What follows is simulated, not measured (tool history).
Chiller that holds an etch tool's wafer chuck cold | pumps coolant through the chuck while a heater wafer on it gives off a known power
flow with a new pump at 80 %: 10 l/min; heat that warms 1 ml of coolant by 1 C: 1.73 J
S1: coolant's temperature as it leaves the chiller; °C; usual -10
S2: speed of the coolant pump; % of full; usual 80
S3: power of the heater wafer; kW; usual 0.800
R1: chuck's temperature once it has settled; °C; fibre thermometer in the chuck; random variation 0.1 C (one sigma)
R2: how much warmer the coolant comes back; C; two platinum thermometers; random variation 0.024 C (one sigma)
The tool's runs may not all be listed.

{"run": 1, "hour": 0.0, "S1": -10, "S2": 80, "S3": 0.8, "R1": -3.7, "R2": 2.75}
{"run": 2, "hour": 37.5, "S1": -10, "S2": 80, "S3": 0.8, "R1": -3.9, "R2": 2.73}
{"run": 3, "hour": 60.4, "S1": -10, "S2": 80, "S3": 0.8, "R1": -3.8, "R2": 2.73}
{"run": 4, "hour": 98.6, "S1": -10, "S2": 80, "S3": 0.8, "R1": -3.9, "R2": 2.68}
{"run": 5, "hour": 126.2, "S1": -10, "S2": 80, "S3": 0.8, "R1": -3.8, "R2": 2.72}
{"run": 6, "hour": 164.4, "S1": -10, "S2": 80, "S3": 0.596, "R1": -5.4, "R2": 1.99}
{"run": 7, "hour": 192.1, "S1": -10, "S2": 80, "S3": 0.596, "R1": -5.3, "R2": 1.92}
{"run": 8, "hour": 216.6, "S1": -10, "S2": 100, "S3": 0.8, "R1": -4.5, "R2": 2.07}
{"run": 9, "hour": 247.5, "S1": -10, "S2": 100, "S3": 0.8, "R1": -4.4, "R2": 1.99}
{"run": 10, "hour": 289.9, "S1": -10, "S2": 100, "S3": 0.8, "R1": -4.5, "R2": 1.97}
{"run": 11, "hour": 311.6, "S1": -10, "S2": 100, "S3": 0.8, "R1": -4.5, "R2": 2.01}
{"run": 12, "hour": 331.5, "S1": -10, "S2": 100, "S3": 0.8, "R1": -4.6, "R2": 1.92}
{"run": 13, "hour": 365.7, "S1": -10, "S2": 80, "S3": 0.494, "R1": -6.2, "R2": 1.4}
{"run": 14, "hour": 389.8, "S1": -10, "S2": 80, "S3": 0.494, "R1": -6.2, "R2": 1.45}
{"run": 15, "hour": 431.0, "S1": -10, "S2": 80, "S3": 0.8, "R1": -4.0, "R2": 2.45}
{"hour": 448.1, "done": "gauge calibrated"}
{"run": 16, "hour": 476.0, "S1": -10, "S2": 80, "S3": 0.8, "R1": -3.9, "R2": 2.67}
{"run": 17, "hour": 506.7, "S1": -3, "S2": 83, "S3": 0.8, "R1": 3.0, "R2": 2.57}
{"run": 18, "hour": 537.9, "S1": -19, "S2": 83, "S3": 0.786, "R1": -13.2, "R2": 2.57}
{"run": 19, "hour": 557.3, "S1": -19, "S2": 86, "S3": 0.786, "R1": -13.3, "R2": 2.44}
{"run": 20, "hour": 580.7, "S1": -5, "S2": 76, "S3": 0.776, "R1": 1.2, "R2": 2.73}
{"run": 21, "hour": 624.1, "S1": -7, "S2": 69, "S3": 0.763, "R1": -0.6, "R2": 2.89}
{"run": 22, "hour": 645.5, "S1": -17, "S2": 80, "S3": 0.548, "R1": -12.7, "R2": 1.8}
{"run": 23, "hour": 680.1, "S1": -17, "S2": 67, "S3": 0.944, "R1": -9.0, "R2": 3.77}
{"run": 24, "hour": 712.9, "S1": -17, "S2": 67, "S3": 0.944, "R1": -8.9, "R2": 3.73}
{"run": 25, "hour": 755.5, "S1": -16, "S2": 89, "S3": 0.444, "R1": -12.7, "R2": 1.16}
{"run": 26, "hour": 795.4, "S1": -16, "S2": 89, "S3": 1.155, "R1": -7.5, "R2": 3.35}
{"run": 27, "hour": 831.7, "S1": -16, "S2": 89, "S3": 1.155, "R1": -7.5, "R2": 3.33}
{"run": 28, "hour": 851.2, "S1": -16, "S2": 89, "S3": 1.155, "R1": -7.8, "R2": 3.28}
{"run": 29, "hour": 870.1, "S1": -3, "S2": 99, "S3": 0.8, "R1": 2.5, "R2": 1.88}
{"run": 30, "hour": 909.4, "S1": -1, "S2": 70, "S3": 1.037, "R1": 7.6, "R2": 3.74}
{"run": 31, "hour": 948.0, "S1": -6, "S2": 65, "S3": 1.037, "R1": 3.0, "R2": 4.08}
{"run": 32, "hour": 986.9, "S1": -1, "S2": 98, "S3": 1.037, "R1": 6.2, "R2": 2.54}

Hidden state or all else? Some run-to-run changes of R2, split into what the settings, what came in and random variation would give without the hidden state, and what is left for the hidden state (with any gauge scatter that isn't in both results):
The hidden state here: heat passed by the chuck's channels, % of clean ones'; flow at a given pump speed, % of a new pump's; coolant's true temperature over the reading, C; drift of the gauge itself on chuck_c, C; drift of the gauge itself on warmer_back_c, C.
Run 5 -> 6: S3 0.800 -> 0.596. R2 -0.73 C: hidden state -0.04, all else -0.69.
Run 15 -> 16: gauge calibrated. R2 +0.22 C: hidden state +0.30, all else -0.08.
Run 22 -> 23: S2 80 -> 67, S3 0.548 -> 0.944. R2 +1.97 C: hidden state -0.02, all else +1.99.
Run 24 -> 25: S1 -17 -> -16, S2 67 -> 89, S3 0.944 -> 0.444. R2 -2.57 C: hidden state -0.03, all else -2.54.
Run 25 -> 26: S3 0.444 -> 1.155. R2 +2.19 C: hidden state -0.03, all else +2.22.
Run 31 -> 32: S1 -6 -> -1, S2 65 -> 98. R2 -1.54 C: hidden state -0.04, all else -1.50.
